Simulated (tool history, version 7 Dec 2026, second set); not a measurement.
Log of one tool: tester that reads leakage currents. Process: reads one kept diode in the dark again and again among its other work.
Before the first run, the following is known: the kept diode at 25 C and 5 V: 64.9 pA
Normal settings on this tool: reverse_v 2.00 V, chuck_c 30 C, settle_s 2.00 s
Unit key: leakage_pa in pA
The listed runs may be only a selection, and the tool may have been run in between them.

run 1 day=0.000 | reverse_v=2.00 chuck_c=30 settle_s=2.00 | leakage_pa=82.68
run 2 day=1.279 | reverse_v=2.00 chuck_c=30 settle_s=3.50 | leakage_pa=82.56
run 3 day=2.733 | reverse_v=2.00 chuck_c=30 settle_s=2.00 | leakage_pa=83.18
run 4 day=4.175 | reverse_v=2.00 chuck_c=30 settle_s=2.00 | leakage_pa=83.12
run 5 day=5.167 | reverse_v=2.00 chuck_c=30 settle_s=2.00 | leakage_pa=83.22
run 6 day=5.933 | reverse_v=2.00 chuck_c=30 settle_s=2.00 | leakage_pa=83.40
run 7 day=7.408 | reverse_v=2.00 chuck_c=30 settle_s=2.00 | leakage_pa=83.49
run 8 day=8.100 | reverse_v=2.00 chuck_c=30 settle_s=2.00 | leakage_pa=83.19
run 9 day=9.608 | reverse_v=2.00 chuck_c=32 settle_s=2.00 | leakage_pa=100.21
run 10 day=10.817 | reverse_v=2.00 chuck_c=32 settle_s=2.00 | leakage_pa=100.21
run 11 day=11.950 | reverse_v=2.00 chuck_c=32 settle_s=2.00 | leakage_pa=100.07
run 12 day=12.846 | reverse_v=2.00 chuck_c=54 settle_s=8.61 | leakage_pa=637.89
run 13 day=14.100 | reverse_v=2.00 chuck_c=32 settle_s=3.90 | leakage_pa=100.28
run 14 day=15.096 | reverse_v=11.70 chuck_c=30 settle_s=2.00 | leakage_pa=176.79
run 15 day=16.221 | reverse_v=11.70 chuck_c=30 settle_s=2.00 | leakage_pa=177.62
run 16 day=17.604 | reverse_v=1.13 chuck_c=30 settle_s=2.00 | leakage_pa=67.06
run 17 day=18.242 | reverse_v=9.07 chuck_c=31 settle_s=2.00 | leakage_pa=173.45
run 18 day=19.283 | reverse_v=2.05 chuck_c=31 settle_s=3.69 | leakage_pa=93.60
run 19 day=20.088 | reverse_v=2.00 chuck_c=30 settle_s=5.75 | leakage_pa=84.89
run 20 day=21.396 | reverse_v=2.00 chuck_c=20 settle_s=2.00 | leakage_pa=34.75
run 21 day=22.558 | reverse_v=4.17 chuck_c=32 settle_s=0.54 | leakage_pa=138.80
run 22 day=23.329 | reverse_v=3.07 chuck_c=29 settle_s=2.00 | leakage_pa=92.82

Branching from run 22: 4 alternative next runs. What would each branch give?
run A day=24.346 | reverse_v=16.65 chuck_c=24 settle_s=2.00 | leakage_pa=?
run B day=24.346 | reverse_v=1.96 chuck_c=45 settle_s=1.16 | leakage_pa=?
run C day=24.346 | reverse_v=2.00 chuck_c=27 settle_s=2.33 | leakage_pa=?
run D day=24.346 | reverse_v=9.60 chuck_c=39 settle_s=1.79 | leakage_pa=?

run=A leakage_pa=131.19
run=B leakage_pa=307.87
run=C leakage_pa=65.21
run=D leakage_pa=353.25
Take away the tool's hidden state, keep each run's random variation, and the runs would have read:
run=A leakage_pa=97.04
run=B leakage_pa=273.24
run=C leakage_pa=55.28
run=D leakage_pa=303.88
